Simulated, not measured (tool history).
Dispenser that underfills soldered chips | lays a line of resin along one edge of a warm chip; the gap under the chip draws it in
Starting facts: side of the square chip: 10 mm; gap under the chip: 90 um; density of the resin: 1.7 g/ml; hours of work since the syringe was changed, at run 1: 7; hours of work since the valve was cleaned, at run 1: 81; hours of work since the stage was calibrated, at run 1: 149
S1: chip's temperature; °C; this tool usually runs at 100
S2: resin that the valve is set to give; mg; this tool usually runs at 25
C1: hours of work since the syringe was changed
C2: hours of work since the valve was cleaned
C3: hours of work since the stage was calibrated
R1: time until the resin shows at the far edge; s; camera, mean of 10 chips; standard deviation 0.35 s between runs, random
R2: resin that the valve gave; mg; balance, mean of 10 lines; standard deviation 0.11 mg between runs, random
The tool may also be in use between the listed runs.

Run 1, hour 0: usual settings; C1 7; C2 81; C3 149. Result: R1 27.8 s, R2 23.48 mg.
At hour 5.1: new syringe of resin.
Run 2, hour 6.8: usual settings; C1 1; C2 85; C3 153. Result: R1 18.9 s, R2 23.29 mg.
Run 3, hour 9.8: usual settings; C1 3; C2 87; C3 155. Result: R1 22.5 s, R2 23.14 mg.
Run 4, hour 14.1: usual settings; C1 6; C2 90; C3 158. Result: R1 25.9 s, R2 23.31 mg.
Run 5, hour 17: usual settings but S1 96 °C; C1 8; C2 92; C3 160. Result: R1 34.5 s, R2 23.29 mg.
At hour 21: new syringe of resin.
Run 6, hour 21: usual settings but S1 96 °C; C1 0; C2 94; C3 162. Result: R1 19.9 s, R2 23.21 mg.
Run 7, hour 24.8: usual settings but S1 96 °C; C1 2; C2 97; C3 164. Result: R1 23.8 s, R2 23.3 mg.
Run 8, hour 31: usual settings but S1 99 °C, S2 21.4 mg; C1 6; C2 101; C3 169. Result: R1 29.9 s, R2 19.89 mg.
At hour 36.9: new syringe of resin.
Run 9, hour 37.2: usual settings but S1 99 °C, S2 21.4 mg; C1 0; C2 105; C3 172. Result: R1 19.1 s, R2 19.83 mg.

What does the tool deliver on the next run?
Run 10, hour 42.4: usual settings but S1 111 °C, S2 21.7 mg; C1 4; C2 108; C3 176. Result: R1 ?, R2 ?.

{"run 10": {"R1": 16.2, "R2": 19.96}}
The same run, on a tool lacking any hidden state, would have yielded R1 12.8 s, R2 21.66 mg.
